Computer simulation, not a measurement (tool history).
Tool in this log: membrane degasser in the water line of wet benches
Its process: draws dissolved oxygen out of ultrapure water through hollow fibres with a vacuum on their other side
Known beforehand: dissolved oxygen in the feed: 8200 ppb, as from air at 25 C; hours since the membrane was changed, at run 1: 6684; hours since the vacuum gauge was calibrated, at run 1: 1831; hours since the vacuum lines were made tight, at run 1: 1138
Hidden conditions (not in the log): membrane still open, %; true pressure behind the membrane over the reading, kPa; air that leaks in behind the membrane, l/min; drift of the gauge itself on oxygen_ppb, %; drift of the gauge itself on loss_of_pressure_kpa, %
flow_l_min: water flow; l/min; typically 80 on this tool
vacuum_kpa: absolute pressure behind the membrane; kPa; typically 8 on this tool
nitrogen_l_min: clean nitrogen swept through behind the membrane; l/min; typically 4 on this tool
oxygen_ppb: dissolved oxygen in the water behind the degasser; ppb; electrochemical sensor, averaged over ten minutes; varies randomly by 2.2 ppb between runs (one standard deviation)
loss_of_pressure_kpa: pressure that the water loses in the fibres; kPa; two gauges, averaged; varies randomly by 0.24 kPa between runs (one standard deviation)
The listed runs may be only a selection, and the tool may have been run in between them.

run,hour,flow_l_min,vacuum_kpa,nitrogen_l_min,hours since the membrane was changed,hours since the vacuum gauge was calibrated,hours since the vacuum lines were made tight,oxygen_ppb,loss_of_pressure_kpa
1,0,80,8,4,6684,1831,1138,233.1,65.83
2,110,80,8,4,6794,1941,1248,233.4,65.91
3,340.1,80,8,4,7024,2171,1478,230.3,65.66
4,450.9,80,8,4,7135,2282,1589,232.8,66.02
5,673.5,80,8,2.04,7358,2504,1811,397.5,66.55
6,798.9,71,8,2.04,7483,2630,1937,354.6,59
7,1027.4,80,8,4,7712,2858,2165,233.2,66.39
8,1169.2,80,8,4,7854,3000,2307,237.7,66.45
9,1392.9,80,8,1.9,8077,3224,2531,414.7,66.66
10,1608.2,80,8,1.9,8293,3439,2746,422.7,66.46
11,1821.1,80,8,1.9,8506,3652,2959,419.3,67.03
12,1997.8,80,8,4,8682,3829,3136,235.8,66.52
13,2123.7,76,8,4,8808,3955,3262,219.9,63.83
14,2339.6,80,8,4,9024,4170,3478,233.3,66.8
15,2507.1,80,8,4,9191,4338,3645,237.1,67.49
# hour 2558.5: vacuum gauge calibrated
16,2617.8,80,8,8.44,9302,59,3755,131.1,67.2
17,2781.1,80,8,11.89,9465,223,3919,99.5,67.01
18,2881,80,8,11.89,9565,322,4018,100.6,67.01
19,3083.6,80,5.55,3.6,9767,525,4221,147.4,67.48
20,3305.1,80,5.55,3.6,9989,747,4443,150,67.45
21,3533.9,51,8,11.05,10218,975,4671,60.6,43.45
# hour 3681.3: vacuum gauge calibrated, once more
22,3745.1,51,8,4.84,10428,64,4882,121.2,43.2
23,3849.1,51,8,1.64,10532,168,4986,304,43.17
24,4003.7,115,5.34,1.98,10687,322,5141,314.2,97.51
25,4159.5,101,5.34,8.69,10843,478,5296,113.4,85.84
26,4289.1,101,5.34,8.69,10973,608,5426,112.7,86.48
27,4390.3,83,7.88,6.83,11074,709,5527,155.8,70.82
28,4603.6,83,7.88,6.83,11287,922,5741,156.3,70.86
29,4720,73,11.34,2.98,11403,1039,5857,425.1,62.42
30,4943.7,113,5.73,4,11627,1262,6081,238.3,96.84
31,5078.6,123,8.05,7.33,11762,1397,6216,297.8,105.47
32,5211.1,80,14.28,2.66,11894,1530,6348,685.4,68.55

Take each entry between the runs: how does the hidden state at the last listed run before it differ from the hidden state at the first listed run after it?
Run 15 -> run 16: vacuum gauge calibrated (hour 2558.5)
  true pressure behind the membrane over the reading, kPa: 0.26 -> 0.35; air that leaks in behind the membrane, l/min: 0.0115 -> 0.0117
  the result without the hidden state subtracted from the measured one, oxygen_ppb: +17.7 -> +14.3 ppb; loss_of_pressure_kpa: +4.83 -> +4.88 kPa
Run 21 -> run 22: vacuum gauge calibrated, once more (hour 3681.3)
  membrane still open, %: 92.1 -> 91.9; true pressure behind the membrane over the reading, kPa: 0.39 -> 0.05; air that leaks in behind the membrane, l/min: 0.0137 -> 0.0142
  the result without the hidden state subtracted from the measured one, oxygen_ppb: +5.5 -> +2.6 ppb; loss_of_pressure_kpa: +3.43 -> +3.52 kPa

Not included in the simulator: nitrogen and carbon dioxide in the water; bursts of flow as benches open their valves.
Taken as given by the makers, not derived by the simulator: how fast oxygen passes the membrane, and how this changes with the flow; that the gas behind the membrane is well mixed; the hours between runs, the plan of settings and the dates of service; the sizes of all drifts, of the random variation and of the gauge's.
